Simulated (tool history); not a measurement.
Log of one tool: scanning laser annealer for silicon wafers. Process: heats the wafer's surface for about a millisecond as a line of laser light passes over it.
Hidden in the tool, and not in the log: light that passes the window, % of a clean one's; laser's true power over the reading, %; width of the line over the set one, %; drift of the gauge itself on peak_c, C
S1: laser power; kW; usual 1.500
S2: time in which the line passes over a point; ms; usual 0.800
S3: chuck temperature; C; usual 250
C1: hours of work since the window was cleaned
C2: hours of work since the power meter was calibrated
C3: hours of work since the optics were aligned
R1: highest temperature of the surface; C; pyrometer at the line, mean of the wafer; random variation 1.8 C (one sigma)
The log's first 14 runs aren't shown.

run 15 day=16.967 | S1=1.299 S2=0.800 S3=250 | C1=197 C2=456 C3=782 | R1=879
run 16 day=17.733 | S1=1.299 S2=0.800 S3=250 | C1=207 C2=466 C3=791 | R1=880
run 17 day=18.567 | S1=1.500 S2=0.712 S3=250 | C1=218 C2=476 C3=802 | R1=937
run 18 day=19.562 | S1=1.399 S2=0.887 S3=270 | C1=230 C2=489 C3=814 | R1=982
run 19 day=20.321 | S1=1.370 S2=0.860 S3=272 | C1=240 C2=499 C3=824 | R1=962
run 20 day=21.238 | S1=1.370 S2=0.860 S3=272 | C1=251 C2=510 C3=836 | R1=961
run 21 day=22.642 | S1=1.376 S2=0.628 S3=248 | C1=269 C2=528 C3=853 | R1=843
run 22 day=23.612 | S1=1.376 S2=0.628 S3=248 | C1=281 C2=540 C3=866 | R1=841
run 23 day=24.850 | S1=1.376 S2=0.587 S3=248 | C1=297 C2=556 C3=881 | R1=826
run 24 day=26.292 | S1=1.357 S2=0.723 S3=248 | C1=315 C2=574 C3=900 | R1=874
run 25 day=27.458 | S1=1.500 S2=0.997 S3=250 | C1=330 C2=589 C3=914 | R1=1059
run 26 day=29.183 | S1=1.440 S2=0.678 S3=222 | C1=352 C2=611 C3=936 | R1=865
run 27 day=30.867 | S1=1.455 S2=0.811 S3=222 | C1=373 C2=632 C3=957 | R1=931
run 28 day=31.942 | S1=1.455 S2=0.811 S3=222 | C1=387 C2=645 C3=971 | R1=933
run 29 day=32.783 | S1=1.455 S2=0.811 S3=285 | C1=397 C2=656 C3=982 | R1=996
run 30 day=34.158 | S1=1.612 S2=0.811 S3=237 | C1=415 C2=674 C3=999 | R1=1021
run 31 day=34.917 | S1=1.601 S2=0.643 S3=251 | C1=424 C2=683 C3=1009 | R1=950
-- day=35.904 window over the wafer cleaned
run 32 day=36.708 | S1=1.601 S2=0.584 S3=249 | C1=10 C2=705 C3=1030 | R1=918
run 33 day=38.221 | S1=1.601 S2=0.780 S3=233 | C1=29 C2=724 C3=1049 | R1=997
run 34 day=39.579 | S1=1.645 S2=0.906 S3=286 | C1=46 C2=741 C3=1066 | R1=1133

Forecast each of these 5 alternatives for the next run:
run A day=41.021 | S1=1.500 S2=0.747 S3=250 | C1=65 C2=759 C3=1085 | R1=?
run B day=41.021 | S1=1.645 S2=0.831 S3=286 | C1=65 C2=759 C3=1085 | R1=?
run C day=41.021 | S1=1.476 S2=0.800 S3=250 | C1=65 C2=759 C3=1085 | R1=?
run D day=41.021 | S1=1.497 S2=0.613 S3=241 | C1=65 C2=759 C3=1085 | R1=?
run E day=41.021 | S1=1.517 S2=0.955 S3=250 | C1=65 C2=759 C3=1085 | R1=?

run=A R1=955
run=B R1=1096
run=C R1=965
run=D R1=878
run=E R1=1051
Without the tool's hidden state the same runs would have given:
run=A R1=955
run=B R1=1097
run=C R1=965
run=D R1=879
run=E R1=1051

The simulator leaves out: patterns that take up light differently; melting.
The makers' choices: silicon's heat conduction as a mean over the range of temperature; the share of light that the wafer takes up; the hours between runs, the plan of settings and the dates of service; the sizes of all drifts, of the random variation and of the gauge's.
